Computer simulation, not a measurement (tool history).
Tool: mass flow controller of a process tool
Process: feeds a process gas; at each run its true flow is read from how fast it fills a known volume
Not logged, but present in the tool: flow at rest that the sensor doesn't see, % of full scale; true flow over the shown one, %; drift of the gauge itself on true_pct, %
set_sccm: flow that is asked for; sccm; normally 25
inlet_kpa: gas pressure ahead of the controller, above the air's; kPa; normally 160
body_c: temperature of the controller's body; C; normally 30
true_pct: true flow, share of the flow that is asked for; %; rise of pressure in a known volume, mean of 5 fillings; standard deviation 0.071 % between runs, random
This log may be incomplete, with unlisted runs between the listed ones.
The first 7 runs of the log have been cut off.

run,hour,set_sccm,inlet_kpa,body_c,hours of work since the controller was set to zero,hours of work since the controller was changed,true_pct
8,375.4,25,234,30,1484,1484,99.13
9,428.5,25,234,22,1510,1510,98.57
10,469.2,25,169,30,1530,1530,98.83
11,526.7,25,169,30,1558,1558,98.72
12,606.2,25,160,30,1597,1597,98.50
13,645.8,25,160,30,1617,1617,98.77
14,709.0,25,160,30,1648,1648,98.49
15,756.1,25,160,30,1671,1671,98.63
16,801.1,25,160,30,1693,1693,98.69
17,855.7,25,160,30,1720,1720,98.55
18,902.1,40,160,30,1743,1743,99.22
19,934.8,25,160,30,1759,1759,98.43
20,1006.0,25,160,30,1793,1793,98.55
21,1054.2,25,160,30,1817,1817,98.46
22,1129.8,25,160,30,1854,1854,98.52
23,1166.6,25,160,30,1872,1872,98.56
24,1236.1,9,160,30,1906,1906,96.13

Forecast run 25:
25,1291.8,36,180,25,1934,1934,?

Logged for run 25: true_pct 98.80 %.
With no hidden state in the tool, this same run would have given true_pct 99.65 %.
